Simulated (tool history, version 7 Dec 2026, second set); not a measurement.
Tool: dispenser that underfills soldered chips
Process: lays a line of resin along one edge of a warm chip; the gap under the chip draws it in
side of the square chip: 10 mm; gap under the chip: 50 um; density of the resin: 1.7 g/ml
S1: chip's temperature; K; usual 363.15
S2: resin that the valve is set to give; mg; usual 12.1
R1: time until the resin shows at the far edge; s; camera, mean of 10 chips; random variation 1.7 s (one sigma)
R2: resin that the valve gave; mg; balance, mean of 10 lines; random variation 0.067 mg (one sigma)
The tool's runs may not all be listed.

| run | hour | S1 | S2 | R1 | R2 |
|---|---|---|---|---|---|
| 1 | 0 | 363.15 | 12.1 | 215 | 11.73 |
|  | 3.4 | new syringe of resin |
| 2 | 5.2 | 363.15 | 12.1 | 196.9 | 11.64 |
| 3 | 9.2 | 363.15 | 12.1 | 240.9 | 11.79 |
|  | 11.4 | new syringe of resin |
| 4 | 14 | 363.15 | 12.1 | 196.2 | 11.71 |
| 5 | 16.3 | 376.15 | 12.1 | 142.7 | 11.64 |
|  | 19.3 | new syringe of resin |
| 6 | 20.5 | 363.15 | 12.1 | 184.7 | 11.6 |
| 7 | 24.5 | 368.15 | 12.1 | 190 | 11.51 |
|  | 27.1 | new syringe of resin |
| 8 | 27.5 | 363.15 | 12.1 | 175.1 | 11.59 |
|  | 29.9 | dispensing valve cleaned and set on the balance |
| 9 | 31.3 | 363.15 | 12.1 | 202.6 | 12.05 |
| 10 | 34.1 | 363.15 | 12.1 | 230.4 | 11.97 |
|  | 35.9 | new syringe of resin |
| 11 | 38.8 | 363.15 | 12.1 | 198.6 | 12 |
| 12 | 42.9 | 363.15 | 12.1 | 249.6 | 11.97 |
|  | 43.5 | new syringe of resin |
| 13 | 48 | 363.15 | 12.1 | 217 | 12.08 |
|  | 51.3 | new syringe of resin |
| 14 | 53.6 | 363.15 | 12.1 | 193.9 | 11.89 |
| 15 | 56.5 | 357.15 | 13.6 | 279.7 | 13.39 |
|  | 59.4 | new syringe of resin |
| 16 | 60.1 | 376.15 | 10.8 | 117.4 | 10.67 |
| 17 | 64.2 | 363.15 | 15 | 213.3 | 14.79 |
|  | 67.1 | new syringe of resin |
| 18 | 67.2 | 365.15 | 14.4 | 156.5 | 14.18 |
| 19 | 71.5 | 378.15 | 12.3 | 129.2 | 12.17 |
|  | 74.8 | new syringe of resin |
| 20 | 75.9 | 354.15 | 15.6 | 249.7 | 15.28 |
| 21 | 79.6 | 354.15 | 15.6 | 299.5 | 15.3 |
|  | 82.7 | new syringe of resin |
| 22 | 83.7 | 354.15 | 15.6 | 238.9 | 15.22 |
| 23 | 85.8 | 354.15 | 15.6 | 272.2 | 15.21 |
| 24 | 89.3 | 354.15 | 15.6 | 327.9 | 15.21 |
|  | 90.3 | new syringe of resin |
| 25 | 92.1 | 359.15 | 11.4 | 225.9 | 11.2 |
| 26 | 96.7 | 354.15 | 12 | 338.1 | 11.58 |
|  | 98.1 | new syringe of resin |
| 27 | 100.9 | 368.15 | 11.1 | 172.6 | 10.89 |

Hidden state or all else? Some run-to-run changes of R1, split into what the settings, what came in and random variation would give without the hidden state, and what is left for the hidden state (with any gauge scatter that isn't in both results):
The hidden state here: resin's viscosity, % of fresh resin's; dose that the valve gives, % of what is set; true chip temperature over the reading, C; drift of the gauge itself on fill_s, %; drift of the gauge itself on given_mg, %.
Run 15 -> 16: S1 357.15 -> 376.15, S2 13.6 -> 10.8, new syringe of resin. R1 -162.3 s: hidden state -64.6, all else -97.7.
Run 25 -> 26: S1 359.15 -> 354.15, S2 11.4 -> 12. R1 +112.2 s: hidden state +74.9, all else +37.3.
Run 26 -> 27: S1 354.15 -> 368.15, S2 12 -> 11.1, new syringe of resin. R1 -165.5 s: hidden state -73, all else -92.5.
